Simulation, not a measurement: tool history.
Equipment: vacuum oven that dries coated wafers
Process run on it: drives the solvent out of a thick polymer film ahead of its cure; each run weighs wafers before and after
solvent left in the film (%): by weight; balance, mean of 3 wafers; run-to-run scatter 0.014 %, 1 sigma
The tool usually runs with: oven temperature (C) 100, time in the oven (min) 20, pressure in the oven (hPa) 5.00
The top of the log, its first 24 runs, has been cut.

run     day  oven temperature (C)  time in the oven (min)  pressure in the oven (hPa)  solvent left in the film (%)
 25  16.021                   100                      12                        5.00                          6.04
 26  16.421                   113                      17                        4.85                          0.65
 27  17.338                   108                      23                       19.92                          1.01
 28  17.812                   108                      23                       19.92                          1.03
 29  18.596                   105                      12                        4.48                          4.02
 30  19.321                   105                      12                        4.48                          4.03
 31  19.767                   105                      19                        9.61                          1.94
 32  20.567                    92                      19                        9.53                          6.75
 33  21.429                    91                      15                        9.53                          8.55
 34  21.833                    91                      15                        9.53                          8.53
 35  22.779                    91                      15                        9.53                          8.56
 36  23.696                   100                      20                        9.80                          3.26
 37  24.192                   100                      20                        9.80                          3.26

Each row is a separate what-if for the run after 37, all from the same tool condition, not one after another. Results?
  A  24.796                    96                      27                       14.94                             ?
  B  24.796                    97                      34                        4.60                             ?
  C  24.796                   107                      17                        3.87                             ?
  D  24.796                    94                      20                        9.80                             ?

run  solvent left in the film (%)
  A                          3.33
  B                          1.76
  C                          1.73
  D                          5.65
Take away the tool's hidden state, keep each run's random variation, and the runs would have read:
run  solvent left in the film (%)
  A                          3.09
  B                          1.58
  C                          1.57
  D                          5.37
